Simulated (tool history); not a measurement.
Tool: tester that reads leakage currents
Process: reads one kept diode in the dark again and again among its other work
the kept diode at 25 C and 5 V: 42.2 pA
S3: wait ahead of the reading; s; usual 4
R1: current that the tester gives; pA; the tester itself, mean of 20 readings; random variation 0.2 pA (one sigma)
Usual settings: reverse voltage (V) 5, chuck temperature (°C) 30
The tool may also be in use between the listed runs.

{"run": 1, "hour": 0.0, "reverse voltage (V)": 5, "chuck temperature (°C)": 30, "S3": 4, "R1": 62.75}
{"run": 2, "hour": 91.3, "reverse voltage (V)": 5, "chuck temperature (°C)": 30, "S3": 4, "R1": 62.91}
{"run": 3, "hour": 184.0, "reverse voltage (V)": 5, "chuck temperature (°C)": 30, "S3": 4, "R1": 62.95}
{"hour": 303.9, "done": "chuck's temperature calibrated"}
{"run": 4, "hour": 303.9, "reverse voltage (V)": 5, "chuck temperature (°C)": 30, "S3": 4, "R1": 62.83}
{"run": 5, "hour": 413.2, "reverse voltage (V)": 5, "chuck temperature (°C)": 30, "S3": 4, "R1": 63.28}
{"run": 6, "hour": 539.5, "reverse voltage (V)": 5, "chuck temperature (°C)": 30, "S3": 4, "R1": 63.22}
{"run": 7, "hour": 640.4, "reverse voltage (V)": 5, "chuck temperature (°C)": 30, "S3": 4, "R1": 62.93}
{"run": 8, "hour": 717.6, "reverse voltage (V)": 5, "chuck temperature (°C)": 30, "S3": 7.87, "R1": 62.89}
{"run": 9, "hour": 810.7, "reverse voltage (V)": 5, "chuck temperature (°C)": 30, "S3": 1, "R1": 63.99}
{"run": 10, "hour": 906.9, "reverse voltage (V)": 5, "chuck temperature (°C)": 30, "S3": 1, "R1": 64.18}
{"hour": 960.5, "done": "probe card cleaned and baked"}
{"run": 11, "hour": 974.3, "reverse voltage (V)": 5, "chuck temperature (°C)": 30, "S3": 1, "R1": 63.86}
{"hour": 1017.4, "done": "chuck's temperature calibrated"}
{"run": 12, "hour": 1057.5, "reverse voltage (V)": 5, "chuck temperature (°C)": 30, "S3": 4, "R1": 62.74}
{"run": 13, "hour": 1146.3, "reverse voltage (V)": 5, "chuck temperature (°C)": 30, "S3": 4, "R1": 62.84}
{"run": 14, "hour": 1204.7, "reverse voltage (V)": 5, "chuck temperature (°C)": 30, "S3": 4, "R1": 62.8}
{"run": 15, "hour": 1279.1, "reverse voltage (V)": 5, "chuck temperature (°C)": 30, "S3": 4, "R1": 63.12}
{"run": 16, "hour": 1383.7, "reverse voltage (V)": 5, "chuck temperature (°C)": 30, "S3": 4, "R1": 62.69}
{"run": 17, "hour": 1447.7, "reverse voltage (V)": 5, "chuck temperature (°C)": 43, "S3": 4, "R1": 164.6}
{"run": 18, "hour": 1505.4, "reverse voltage (V)": 5, "chuck temperature (°C)": 43, "S3": 4, "R1": 162.57}
{"run": 19, "hour": 1602.8, "reverse voltage (V)": 5, "chuck temperature (°C)": 43, "S3": 4, "R1": 163.45}
{"run": 20, "hour": 1660.0, "reverse voltage (V)": 1.3, "chuck temperature (°C)": 21, "S3": 0.7, "R1": 17.2}
{"hour": 1733.1, "done": "chuck's temperature calibrated"}
{"run": 21, "hour": 1745.7, "reverse voltage (V)": 1.05, "chuck temperature (°C)": 31, "S3": 1.65, "R1": 33.3}
{"run": 22, "hour": 1824.1, "reverse voltage (V)": 3.66, "chuck temperature (°C)": 30, "S3": 0.6, "R1": 56.11}
{"run": 23, "hour": 1929.8, "reverse voltage (V)": 3.66, "chuck temperature (°C)": 30, "S3": 0.6, "R1": 55.86}
{"run": 24, "hour": 1992.5, "reverse voltage (V)": 3.66, "chuck temperature (°C)": 30, "S3": 0.6, "R1": 55.93}
{"run": 25, "hour": 2072.9, "reverse voltage (V)": 19.42, "chuck temperature (°C)": 43, "S3": 2.53, "R1": 306.32}

Forecast run 26:
{"run": 26, "hour": 2142.3, "reverse voltage (V)": 19.42, "chuck temperature (°C)": 43, "S3": 2.53, "R1": "?"}

Run 26 gave R1 303.08 pA.
Without the tool's hidden state the same run would have given R1 302.98 pA.
